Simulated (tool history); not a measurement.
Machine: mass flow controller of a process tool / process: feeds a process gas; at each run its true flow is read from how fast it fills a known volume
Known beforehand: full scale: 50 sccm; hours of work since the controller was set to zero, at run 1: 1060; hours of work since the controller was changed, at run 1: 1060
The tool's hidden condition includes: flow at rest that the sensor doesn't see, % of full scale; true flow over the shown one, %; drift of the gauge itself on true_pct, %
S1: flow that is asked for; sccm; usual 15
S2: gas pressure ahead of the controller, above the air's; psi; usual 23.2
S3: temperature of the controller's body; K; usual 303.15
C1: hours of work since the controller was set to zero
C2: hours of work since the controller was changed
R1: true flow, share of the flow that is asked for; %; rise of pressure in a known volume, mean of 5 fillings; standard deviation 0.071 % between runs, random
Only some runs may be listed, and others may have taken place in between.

{"run": 1, "hour": 0.0, "S1": 15, "S2": 23.2, "S3": 303.15, "C1": 1060, "C2": 1060, "R1": 99.37}
{"run": 2, "hour": 386.7, "S1": 15, "S2": 23.2, "S3": 303.15, "C1": 1321, "C2": 1321, "R1": 99.2}
{"run": 3, "hour": 576.2, "S1": 15, "S2": 23.2, "S3": 313.15, "C1": 1450, "C2": 1450, "R1": 100.08}
{"run": 4, "hour": 974.5, "S1": 6, "S2": 23.2, "S3": 303.15, "C1": 1719, "C2": 1719, "R1": 98.02}
{"run": 5, "hour": 1185.3, "S1": 15, "S2": 23.2, "S3": 303.15, "C1": 1862, "C2": 1862, "R1": 98.85}
{"run": 6, "hour": 1430.9, "S1": 15, "S2": 23.2, "S3": 303.15, "C1": 2028, "C2": 2028, "R1": 98.94}
{"run": 7, "hour": 1848.4, "S1": 15, "S2": 23.2, "S3": 303.15, "C1": 2310, "C2": 2310, "R1": 98.75}
{"run": 8, "hour": 2258.7, "S1": 15, "S2": 23.2, "S3": 303.15, "C1": 2588, "C2": 2588, "R1": 98.68}
{"run": 9, "hour": 2567.9, "S1": 5, "S2": 23.2, "S3": 303.15, "C1": 2797, "C2": 2797, "R1": 96.43}
{"run": 10, "hour": 2765.8, "S1": 5, "S2": 23.2, "S3": 303.15, "C1": 2931, "C2": 2931, "R1": 96.5}
{"hour": 2789.6, "done": "controller's zero set anew"}
{"run": 11, "hour": 3067.9, "S1": 15, "S2": 23.2, "S3": 303.15, "C1": 188, "C2": 3135, "R1": 97.56}
{"run": 12, "hour": 3308.7, "S1": 15, "S2": 23.2, "S3": 303.15, "C1": 351, "C2": 3298, "R1": 97.36}
{"run": 13, "hour": 3531.3, "S1": 15, "S2": 30.5, "S3": 303.15, "C1": 502, "C2": 3449, "R1": 97.45}
{"run": 14, "hour": 3853.7, "S1": 7, "S2": 38.4, "S3": 304.15, "C1": 720, "C2": 3667, "R1": 95.3}
{"run": 15, "hour": 4142.7, "S1": 7, "S2": 38.4, "S3": 304.15, "C1": 915, "C2": 3862, "R1": 95.16}
{"run": 16, "hour": 4374.0, "S1": 21, "S2": 25.2, "S3": 296.15, "C1": 1072, "C2": 4019, "R1": 96.95}
{"hour": 4577.6, "done": "controller's zero set anew, once more"}
{"run": 17, "hour": 4580.2, "S1": 18, "S2": 23.2, "S3": 303.15, "C1": 2, "C2": 4158, "R1": 98.58}
{"run": 18, "hour": 4945.6, "S1": 18, "S2": 23.2, "S3": 303.15, "C1": 249, "C2": 4405, "R1": 98.47}
{"run": 19, "hour": 5193.2, "S1": 18, "S2": 23.2, "S3": 303.15, "C1": 416, "C2": 4573, "R1": 98.35}
{"run": 20, "hour": 5388.2, "S1": 12, "S2": 28.1, "S3": 303.15, "C1": 548, "C2": 4705, "R1": 98.29}
{"run": 21, "hour": 5708.1, "S1": 12, "S2": 28.1, "S3": 303.15, "C1": 765, "C2": 4921, "R1": 98.08}
{"run": 22, "hour": 5924.3, "S1": 12, "S2": 28.1, "S3": 312.15, "C1": 911, "C2": 5067, "R1": 98.66}
{"run": 23, "hour": 6224.7, "S1": 34, "S2": 28.1, "S3": 311.15, "C1": 1114, "C2": 5271, "R1": 99.15}

Here are 5 independent what-if runs from the current tool condition. What would each one return?
{"run": "A", "hour": 6546.1, "S1": 34, "S2": 28.1, "S3": 296.15, "C1": 1332, "C2": 5488, "R1": "?"}
{"run": "B", "hour": 6546.1, "S1": 17, "S2": 34.5, "S3": 310.15, "C1": 1332, "C2": 5488, "R1": "?"}
{"run": "C", "hour": 6546.1, "S1": 15, "S2": 36.5, "S3": 299.15, "C1": 1332, "C2": 5488, "R1": "?"}
{"run": "D", "hour": 6546.1, "S1": 19, "S2": 25.4, "S3": 304.15, "C1": 1332, "C2": 5488, "R1": "?"}
{"run": "E", "hour": 6546.1, "S1": 34, "S2": 28.1, "S3": 313.15, "C1": 1332, "C2": 5488, "R1": "?"}

run=A R1=97.82
run=B R1=98.60
run=C R1=97.65
run=D R1=98.06
run=E R1=99.28
Stripped of hidden state, with their random variation kept, the same runs would have yielded:
run=A R1=99.71
run=B R1=100.75
run=C R1=99.87
run=D R1=100.16
run=E R1=101.17

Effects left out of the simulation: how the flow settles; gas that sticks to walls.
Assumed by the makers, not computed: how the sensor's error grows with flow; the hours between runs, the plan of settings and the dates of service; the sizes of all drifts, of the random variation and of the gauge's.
